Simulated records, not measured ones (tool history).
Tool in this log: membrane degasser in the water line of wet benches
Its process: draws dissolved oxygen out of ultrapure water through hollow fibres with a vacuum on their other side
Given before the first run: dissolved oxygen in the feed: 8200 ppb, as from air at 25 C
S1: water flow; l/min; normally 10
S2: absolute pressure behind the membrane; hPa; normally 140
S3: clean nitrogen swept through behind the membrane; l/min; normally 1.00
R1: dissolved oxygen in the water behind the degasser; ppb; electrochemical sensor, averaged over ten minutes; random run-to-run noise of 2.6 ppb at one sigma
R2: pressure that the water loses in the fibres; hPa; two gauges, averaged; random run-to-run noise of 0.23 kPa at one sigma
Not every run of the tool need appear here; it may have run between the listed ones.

run 1 hour=0.0 | S1=10 S2=140 S3=1.00 | R1=285.9 R2=621.2
run 2 hour=122.8 | S1=10 S2=140 S3=1.00 | R1=282.7 R2=626.2
run 3 hour=240.6 | S1=10 S2=140 S3=1.00 | R1=286.4 R2=626.6
run 4 hour=407.2 | S1=10 S2=140 S3=1.00 | R1=289.9 R2=626.8
run 5 hour=514.1 | S1=13 S2=140 S3=1.00 | R1=374.2 R2=809.7
run 6 hour=588.8 | S1=13 S2=140 S3=1.00 | R1=377.2 R2=816.9
run 7 hour=739.4 | S1=10 S2=140 S3=1.00 | R1=286.3 R2=625.4
run 8 hour=853.0 | S1=7 S2=140 S3=1.00 | R1=207.2 R2=439.9
run 9 hour=998.1 | S1=10 S2=140 S3=1.00 | R1=288.9 R2=627.6
run 10 hour=1076.6 | S1=10 S2=140 S3=1.00 | R1=292.9 R2=628.2
run 11 hour=1173.0 | S1=10 S2=140 S3=1.00 | R1=288.1 R2=624.8
run 12 hour=1320.7 | S1=10 S2=140 S3=1.00 | R1=293.5 R2=629.9
run 13 hour=1473.2 | S1=10 S2=214 S3=1.00 | R1=464.4 R2=629.1
run 14 hour=1602.1 | S1=10 S2=214 S3=1.00 | R1=456.6 R2=628.4
run 15 hour=1725.0 | S1=10 S2=214 S3=1.00 | R1=455.9 R2=630.7
run 16 hour=1824.1 | S1=10 S2=214 S3=1.00 | R1=467.2 R2=630.0
run 17 hour=1964.9 | S1=10 S2=214 S3=1.00 | R1=459.1 R2=631.3
run 18 hour=2115.2 | S1=7 S2=140 S3=1.62 | R1=137.7 R2=444.8
run 19 hour=2220.9 | S1=9 S2=140 S3=1.62 | R1=182.2 R2=573.1
run 20 hour=2350.3 | S1=9 S2=140 S3=1.32 | R1=215.7 R2=572.5
run 21 hour=2497.1 | S1=10 S2=325 S3=1.20 | R1=601.1 R2=638.3
run 22 hour=2599.9 | S1=6 S2=140 S3=1.89 | R1=105.4 R2=377.5
run 23 hour=2727.1 | S1=6 S2=140 S3=1.89 | R1=105.7 R2=381.9
run 24 hour=2836.6 | S1=14 S2=140 S3=1.45 | R1=315.5 R2=888.4
run 25 hour=3000.4 | S1=13 S2=198 S3=1.45 | R1=403.6 R2=832.8
run 26 hour=3147.6 | S1=14 S2=140 S3=1.06 | R1=392.7 R2=891.7
run 27 hour=3298.2 | S1=7 S2=183 S3=2.53 | R1=131.4 R2=447.3
-- hour=3328.5 vacuum gauge calibrated
run 28 hour=3439.5 | S1=13 S2=171 S3=1.59 | R1=326.3 R2=832.0
run 29 hour=3585.0 | S1=13 S2=171 S3=1.59 | R1=324.1 R2=831.0

Run 30, settings as shown, results not yet in. Your forecast:
run 30 hour=3697.8 | S1=13 S2=116 S3=2.05 | R1=? R2=?

R1: 184.1 ppb
R2: 832.8 hPa
The same run, on a tool lacking any hidden state, would have yielded R1 164.1 ppb, R2 777.5 hPa.
